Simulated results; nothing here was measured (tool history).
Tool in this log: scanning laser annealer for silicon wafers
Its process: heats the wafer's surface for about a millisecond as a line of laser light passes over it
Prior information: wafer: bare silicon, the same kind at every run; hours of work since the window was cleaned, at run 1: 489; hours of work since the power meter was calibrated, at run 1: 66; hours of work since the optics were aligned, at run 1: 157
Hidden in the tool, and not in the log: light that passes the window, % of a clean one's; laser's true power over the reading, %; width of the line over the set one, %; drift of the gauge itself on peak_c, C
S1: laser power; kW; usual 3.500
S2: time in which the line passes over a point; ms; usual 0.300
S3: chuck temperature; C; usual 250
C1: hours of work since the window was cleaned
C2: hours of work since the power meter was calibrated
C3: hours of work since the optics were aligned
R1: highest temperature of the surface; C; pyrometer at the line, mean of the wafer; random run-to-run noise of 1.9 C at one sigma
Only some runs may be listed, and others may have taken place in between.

run 1 hour=0.0 | S1=3.500 S2=0.300 S3=250 | C1=489 C2=66 C3=157 | R1=1070
run 2 hour=11.7 | S1=3.500 S2=0.300 S3=250 | C1=496 C2=74 C3=164 | R1=1074
run 3 hour=38.6 | S1=3.500 S2=0.300 S3=250 | C1=513 C2=90 C3=181 | R1=1070
run 4 hour=54.1 | S1=3.500 S2=0.300 S3=250 | C1=522 C2=100 C3=191 | R1=1070
run 5 hour=78.4 | S1=3.683 S2=0.300 S3=250 | C1=538 C2=115 C3=206 | R1=1116
run 6 hour=95.4 | S1=3.683 S2=0.300 S3=250 | C1=548 C2=126 C3=217 | R1=1118
run 7 hour=110.4 | S1=3.683 S2=0.300 S3=250 | C1=558 C2=135 C3=226 | R1=1115
run 8 hour=128.7 | S1=3.683 S2=0.300 S3=250 | C1=569 C2=147 C3=238 | R1=1115
run 9 hour=153.7 | S1=3.683 S2=0.300 S3=250 | C1=585 C2=162 C3=253 | R1=1111
run 10 hour=166.8 | S1=3.683 S2=0.300 S3=250 | C1=593 C2=171 C3=261 | R1=1113
run 11 hour=192.6 | S1=3.683 S2=0.300 S3=250 | C1=609 C2=187 C3=278 | R1=1111
run 12 hour=217.0 | S1=3.821 S2=0.300 S3=250 | C1=624 C2=202 C3=293 | R1=1148
run 13 hour=229.7 | S1=3.821 S2=0.300 S3=250 | C1=632 C2=210 C3=301 | R1=1147
run 14 hour=240.8 | S1=3.821 S2=0.300 S3=250 | C1=639 C2=217 C3=308 | R1=1146
run 15 hour=259.6 | S1=3.500 S2=0.300 S3=228 | C1=651 C2=229 C3=319 | R1=1038
run 16 hour=277.7 | S1=3.825 S2=0.300 S3=250 | C1=662 C2=240 C3=331 | R1=1147
run 17 hour=297.4 | S1=3.425 S2=0.300 S3=250 | C1=674 C2=252 C3=343 | R1=1048
run 18 hour=316.1 | S1=3.425 S2=0.300 S3=250 | C1=686 C2=264 C3=355 | R1=1046
run 19 hour=341.9 | S1=3.425 S2=0.300 S3=250 | C1=702 C2=280 C3=371 | R1=1042
run 20 hour=363.5 | S1=3.425 S2=0.300 S3=250 | C1=716 C2=294 C3=384 | R1=1043
run 21 hour=376.5 | S1=3.503 S2=0.259 S3=244 | C1=724 C2=302 C3=393 | R1=1004
run 22 hour=388.9 | S1=3.503 S2=0.259 S3=244 | C1=732 C2=309 C3=400 | R1=1008
run 23 hour=412.8 | S1=3.503 S2=0.259 S3=244 | C1=747 C2=324 C3=415 | R1=1005
run 24 hour=438.5 | S1=3.500 S2=0.300 S3=289 | C1=763 C2=340 C3=431 | R1=1097
run 25 hour=449.8 | S1=3.393 S2=0.325 S3=246 | C1=770 C2=348 C3=438 | R1=1060
run 26 hour=476.5 | S1=3.825 S2=0.257 S3=223 | C1=786 C2=364 C3=455 | R1=1050
run 27 hour=488.0 | S1=3.825 S2=0.257 S3=223 | C1=794 C2=371 C3=462 | R1=1051
run 28 hour=499.3 | S1=3.742 S2=0.333 S3=230 | C1=801 C2=378 C3=469 | R1=1138
run 29 hour=521.3 | S1=3.550 S2=0.273 S3=280 | C1=814 C2=392 C3=483 | R1=1066
run 30 hour=538.4 | S1=3.760 S2=0.260 S3=284 | C1=825 C2=403 C3=494 | R1=1101
run 31 hour=549.3 | S1=3.760 S2=0.260 S3=284 | C1=832 C2=410 C3=501 | R1=1100
run 32 hour=562.8 | S1=3.449 S2=0.305 S3=273 | C1=840 C2=418 C3=509 | R1=1073
run 33 hour=588.7 | S1=3.449 S2=0.305 S3=273 | C1=857 C2=434 C3=525 | R1=1074
run 34 hour=615.4 | S1=3.574 S2=0.271 S3=277 | C1=873 C2=451 C3=542 | R1=1062
-- hour=632.0 window over the wafer cleaned
run 35 hour=640.3 | S1=3.095 S2=0.286 S3=287 | C1=5 C2=465 C3=556 | R1=992
run 36 hour=661.4 | S1=3.095 S2=0.286 S3=287 | C1=18 C2=479 C3=569 | R1=992
run 37 hour=682.5 | S1=3.458 S2=0.257 S3=250 | C1=32 C2=492 C3=583 | R1=1006
run 38 hour=702.3 | S1=3.725 S2=0.232 S3=258 | C1=44 C2=504 C3=595 | R1=1037
run 39 hour=716.6 | S1=3.725 S2=0.232 S3=258 | C1=53 C2=513 C3=604 | R1=1038
run 40 hour=741.4 | S1=3.412 S2=0.322 S3=279 | C1=68 C2=529 C3=619 | R1=1101

5 ways to go on from here, each from the tool as it stands after run 40. What would each give?
run A hour=766.5 | S1=3.283 S2=0.313 S3=279 | C1=84 C2=544 C3=635 | R1=?
run B hour=766.5 | S1=3.016 S2=0.286 S3=219 | C1=84 C2=544 C3=635 | R1=?
run C hour=766.5 | S1=3.428 S2=0.219 S3=215 | C1=84 C2=544 C3=635 | R1=?
run D hour=766.5 | S1=3.227 S2=0.336 S3=243 | C1=84 C2=544 C3=635 | R1=?
run E hour=766.5 | S1=3.500 S2=0.321 S3=256 | C1=84 C2=544 C3=635 | R1=?

run=A R1=1059
run=B R1=904
run=C R1=909
run=D R1=1034
run=E R1=1103
Without the tool's hidden state the same runs would have given:
run=A R1=1079
run=B R1=922
run=C R1=927
run=D R1=1054
run=E R1=1125
